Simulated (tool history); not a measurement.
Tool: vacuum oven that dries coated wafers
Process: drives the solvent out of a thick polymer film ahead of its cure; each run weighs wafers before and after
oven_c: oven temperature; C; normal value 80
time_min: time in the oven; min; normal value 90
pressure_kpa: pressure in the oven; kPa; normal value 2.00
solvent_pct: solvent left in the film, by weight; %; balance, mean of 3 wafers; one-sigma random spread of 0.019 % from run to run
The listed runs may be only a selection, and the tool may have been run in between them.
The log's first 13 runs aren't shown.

| run | hour | oven_c | time_min | pressure_kpa | hours of work since the thermocouples were calibrated | hours of work since the vacuum gauge was cleaned of residue | solvent_pct |
|---|---|---|---|---|---|---|---|
| 14 | 423.0 | 80 | 136 | 2.00 | 13 | 861 | 1.03 |
| 15 | 454.1 | 80 | 90 | 2.00 | 31 | 880 | 1.41 |
| 16 | 474.6 | 80 | 90 | 2.00 | 43 | 892 | 1.38 |
| 17 | 514.8 | 80 | 90 | 2.00 | 67 | 916 | 1.35 |
| 18 | 534.5 | 80 | 90 | 2.00 | 78 | 927 | 1.37 |
| 19 | 571.7 | 80 | 90 | 2.00 | 100 | 949 | 1.35 |
| 20 | 590.9 | 80 | 90 | 2.00 | 112 | 960 | 1.37 |
| 21 | 623.2 | 68 | 137 | 5.93 | 131 | 979 | 5.05 |
| 22 | 644.6 | 80 | 59 | 1.80 | 143 | 992 | 2.13 |
| 23 | 685.7 | 84 | 50 | 1.80 | 167 | 1016 | 1.75 |
| 24 | 726.3 | 84 | 50 | 1.80 | 191 | 1040 | 1.74 |
| 25 | 755.5 | 84 | 50 | 1.80 | 209 | 1057 | 1.71 |
| 26 | 785.4 | 68 | 45 | 1.70 | 226 | 1075 | 6.45 |
| 27 | 817.5 | 80 | 102 | 2.00 | 245 | 1094 | 1.24 |
|  | 840.3 | vacuum gauge cleaned of residue and calibrated |
| 28 | 849.1 | 80 | 66 | 1.93 | 263 | 5 | 1.68 |
| 29 | 880.5 | 69 | 109 | 1.27 | 281 | 24 | 2.45 |
| 30 | 910.9 | 69 | 109 | 1.27 | 299 | 42 | 2.42 |
| 31 | 933.9 | 76 | 81 | 5.26 | 313 | 55 | 3.38 |
| 32 | 974.9 | 76 | 81 | 5.26 | 337 | 79 | 3.36 |
| 33 | 997.7 | 66 | 123 | 1.86 | 350 | 93 | 3.20 |
| 34 | 1029.0 | 72 | 154 | 4.27 | 369 | 111 | 2.72 |
| 35 | 1060.6 | 80 | 90 | 7.68 | 387 | 130 | 3.29 |

Predict the results of run 36:
| 36 | 1104.1 | 89 | 146 | 4.81 | 413 | 155 | ? |

solvent_pct: 1.35 %
On a tool with no hidden condition, and with the same random variation, this run would have come out at solvent_pct 1.36 %.
